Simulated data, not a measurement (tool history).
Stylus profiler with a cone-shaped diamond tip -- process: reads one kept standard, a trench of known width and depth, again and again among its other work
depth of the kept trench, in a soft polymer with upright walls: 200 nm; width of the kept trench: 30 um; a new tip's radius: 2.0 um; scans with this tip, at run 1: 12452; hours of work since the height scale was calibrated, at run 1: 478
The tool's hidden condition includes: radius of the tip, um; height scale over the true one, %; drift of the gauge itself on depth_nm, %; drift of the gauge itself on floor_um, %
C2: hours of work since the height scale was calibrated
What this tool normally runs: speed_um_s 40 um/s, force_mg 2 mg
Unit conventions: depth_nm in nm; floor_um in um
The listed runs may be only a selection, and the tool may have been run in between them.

Run 1, hour 0: usual settings; scans with this tip 12452; C2 478. Result: depth_nm 202.56 nm, floor_um 27.65 um.
Run 2, hour 66.5: usual settings; scans with this tip 12707; C2 525. Result: depth_nm 202.65 nm, floor_um 27.54 um.
Run 3, hour 164.3: usual settings; scans with this tip 13083; C2 595. Result: depth_nm 202.7 nm, floor_um 27.55 um.
Run 4, hour 212.1: usual settings but force_mg 0.84 mg; scans with this tip 13266; C2 628. Result: depth_nm 201.69 nm, floor_um 27.54 um.
Run 5, hour 290.8: usual settings but force_mg 0.84 mg; scans with this tip 13569; C2 684. Result: depth_nm 201.92 nm, floor_um 27.52 um.
Run 6, hour 344.6: usual settings but force_mg 4.32 mg; scans with this tip 13775; C2 722. Result: depth_nm 204.13 nm, floor_um 27.62 um.
Run 7, hour 416.5: usual settings but force_mg 0.82 mg; scans with this tip 14051; C2 773. Result: depth_nm 201.7 nm, floor_um 27.48 um.
Run 8, hour 459.4: usual settings but force_mg 0.82 mg; scans with this tip 14216; C2 804. Result: depth_nm 201.89 nm, floor_um 27.44 um.
Run 9, hour 508.3: usual settings but speed_um_s 155 um/s; scans with this tip 14404; C2 838. Result: depth_nm 202.81 nm, floor_um 27.2 um.
Run 10, hour 552.3: usual settings but force_mg 2.84 mg; scans with this tip 14573; C2 869. Result: depth_nm 203.43 nm, floor_um 27.49 um.
Run 11, hour 620.4: usual settings; scans with this tip 14834; C2 917. Result: depth_nm 202.89 nm, floor_um 27.51 um.
Run 12, hour 704: usual settings but force_mg 0.84 mg; scans with this tip 15155; C2 977. Result: depth_nm 201.98 nm, floor_um 27.45 um.
Run 13, hour 750.1: usual settings; scans with this tip 15333; C2 1009. Result: depth_nm 202.99 nm, floor_um 27.49 um.
Run 14, hour 811.4: usual settings; scans with this tip 15568; C2 1053. Result: depth_nm 202.94 nm, floor_um 27.48 um.
Run 15, hour 888.4: usual settings but speed_um_s 37 um/s; scans with this tip 15864; C2 1107. Result: depth_nm 203.09 nm, floor_um 27.5 um.
Run 16, hour 988.7: usual settings but speed_um_s 37 um/s; scans with this tip 16249; C2 1178. Result: depth_nm 203.12 nm, floor_um 27.45 um.
Run 17, hour 1090.7: usual settings but speed_um_s 37 um/s; scans with this tip 16641; C2 1250. Result: depth_nm 203.17 nm, floor_um 27.39 um.
Run 18, hour 1147.5: usual settings but speed_um_s 37 um/s; scans with this tip 16859; C2 1291. Result: depth_nm 203.18 nm, floor_um 27.44 um.
Run 19, hour 1193.8: usual settings but speed_um_s 37 um/s; scans with this tip 17037; C2 1323. Result: depth_nm 203.27 nm, floor_um 27.39 um.
Run 20, hour 1244.2: usual settings but force_mg 3.27 mg; scans with this tip 17230; C2 1359. Result: depth_nm 204.22 nm, floor_um 27.49 um.
Run 21, hour 1294.1: usual settings but force_mg 3.27 mg; scans with this tip 17422; C2 1394. Result: depth_nm 204.02 nm, floor_um 27.43 um.
Run 22, hour 1340: usual settings but force_mg 3.27 mg; scans with this tip 17598; C2 1427. Result: depth_nm 204.12 nm, floor_um 27.36 um.
Run 23, hour 1430.5: usual settings but speed_um_s 12 um/s; scans with this tip 17945; C2 1491. Result: depth_nm 203.29 nm, floor_um 27.47 um.
Run 24, hour 1483.2: usual settings but speed_um_s 20 um/s, force_mg 3.74 mg; scans with this tip 18148; C2 1528. Result: depth_nm 204.6 nm, floor_um 27.42 um.
Run 25, hour 1579: usual settings but speed_um_s 12 um/s, force_mg 2.16 mg; scans with this tip 18516; C2 1596. Result: depth_nm 203.52 nm, floor_um 27.49 um.
Run 26, hour 1651.6: usual settings but speed_um_s 12 um/s, force_mg 1.23 mg; scans with this tip 18795; C2 1647. Result: depth_nm 202.83 nm, floor_um 27.38 um.
Run 27, hour 1753.5: usual settings but speed_um_s 34 um/s, force_mg 0.7 mg; scans with this tip 19186; C2 1720. Result: depth_nm 202.43 nm, floor_um 27.32 um.
Run 28, hour 1809.1: usual settings but speed_um_s 104 um/s, force_mg 1.67 mg; scans with this tip 19399; C2 1759. Result: depth_nm 203.23 nm, floor_um 27.11 um.
At hour 1816.8: height scale calibrated on a step standard.
Run 29, hour 1885: usual settings but force_mg 1.74 mg; scans with this tip 19689; C2 48. Result: depth_nm 202.11 nm, floor_um 27.24 um.
Run 30, hour 1981.3: usual settings but speed_um_s 58 um/s, force_mg 2.4 mg; scans with this tip 20059; C2 116. Result: depth_nm 202.67 nm, floor_um 27.2 um.
Run 31, hour 2025.3: usual settings but speed_um_s 43 um/s, force_mg 1.09 mg; scans with this tip 20228; C2 148. Result: depth_nm 201.63 nm, floor_um 27.23 um.
At hour 2049.3: new tip fitted, height scale calibrated.
Run 32, hour 2078: usual settings but speed_um_s 43 um/s, force_mg 1.09 mg; scans with this tip 110; C2 20. Result: depth_nm 201.54 nm, floor_um 28.1 um.
Run 33, hour 2171.4: usual settings but speed_um_s 68 um/s, force_mg 0.74 mg; scans with this tip 469; C2 86. Result: depth_nm 201.43 nm, floor_um 27.96 um.
Run 34, hour 2262: usual settings but speed_um_s 30 um/s; scans with this tip 817; C2 151. Result: depth_nm 202.41 nm, floor_um 28.2 um.
Run 35, hour 2332.5: usual settings but speed_um_s 158 um/s, force_mg 5.93 mg; scans with this tip 1088; C2 200. Result: depth_nm 204.69 nm, floor_um 27.97 um.
Run 36, hour 2376.4: usual settings but speed_um_s 34 um/s, force_mg 5.93 mg; scans with this tip 1257; C2 232. Result: depth_nm 204.82 nm, floor_um 28.25 um.
Run 37, hour 2456.8: usual settings but speed_um_s 34 um/s, force_mg 5.93 mg; scans with this tip 1565; C2 288. Result: depth_nm 204.84 nm, floor_um 28.18 um.
Run 38, hour 2525: usual settings but speed_um_s 119 um/s, force_mg 1.29 mg; scans with this tip 1827; C2 337. Result: depth_nm 201.97 nm, floor_um 27.81 um.
Run 39, hour 2574.7: usual settings but speed_um_s 31 um/s, force_mg 1.3 mg; scans with this tip 2018; C2 372. Result: depth_nm 202.03 nm, floor_um 28.06 um.
Run 40, hour 2615.9: usual settings but speed_um_s 11 um/s, force_mg 2.81 mg; scans with this tip 2176; C2 401. Result: depth_nm 203.1 nm, floor_um 28.12 um.
Run 41, hour 2683.1: usual settings but speed_um_s 11 um/s, force_mg 2.81 mg; scans with this tip 2434; C2 449. Result: depth_nm 203.09 nm, floor_um 28.16 um.
Run 42, hour 2751.3: usual settings but speed_um_s 11 um/s, force_mg 2.22 mg; scans with this tip 2696; C2 497. Result: depth_nm 202.83 nm, floor_um 28.08 um.
Run 43, hour 2825.8: usual settings but speed_um_s 11 um/s, force_mg 3.41 mg; scans with this tip 2982; C2 550. Result: depth_nm 203.63 nm, floor_um 28.07 um.
Run 44, hour 2902.3: usual settings but speed_um_s 11 um/s, force_mg 3.41 mg; scans with this tip 3276; C2 604. Result: depth_nm 203.64 nm, floor_um 28.1 um.
Run 45, hour 2960: usual settings but speed_um_s 133 um/s, force_mg 2.85 mg; scans with this tip 3498; C2 645. Result: depth_nm 203.25 nm, floor_um 27.77 um.
Run 46, hour 3026.2: usual settings but speed_um_s 15 um/s, force_mg 1.06 mg; scans with this tip 3752; C2 691. Result: depth_nm 202.07 nm, floor_um 27.93 um.

For some of the steps in depth_nm from one run to the next: how much would appear even if the tool had no hidden state, given the settings, what came in and random variation, and how much remains for the hidden state plus any gauge scatter that the measured result and the result without hidden state don't share?
Run 6 -> 7: force_mg 4.32 -> 0.82. depth_nm -2.43 nm: hidden state +0.02, all else -2.45.
Run 16 -> 17: nothing adjusted, nothing logged. depth_nm +0.05 nm: hidden state +0.06, all else -0.01.
Run 28 -> 29: speed_um_s 104 -> 40, force_mg 1.67 -> 1.74, height scale calibrated on a step standard. depth_nm -1.12 nm: hidden state -1.21, all else +0.09.
Run 31 -> 32: new tip fitted, height scale calibrated. depth_nm -0.09 nm: hidden state -0.1, all else +0.01.
Run 34 -> 35: speed_um_s 30 -> 158, force_mg 2 -> 5.93. depth_nm +2.28 nm: hidden state +0.03, all else +2.25.
Run 37 -> 38: speed_um_s 34 -> 119, force_mg 5.93 -> 1.29. depth_nm -2.87 nm: hidden state +0.04, all else -2.91.

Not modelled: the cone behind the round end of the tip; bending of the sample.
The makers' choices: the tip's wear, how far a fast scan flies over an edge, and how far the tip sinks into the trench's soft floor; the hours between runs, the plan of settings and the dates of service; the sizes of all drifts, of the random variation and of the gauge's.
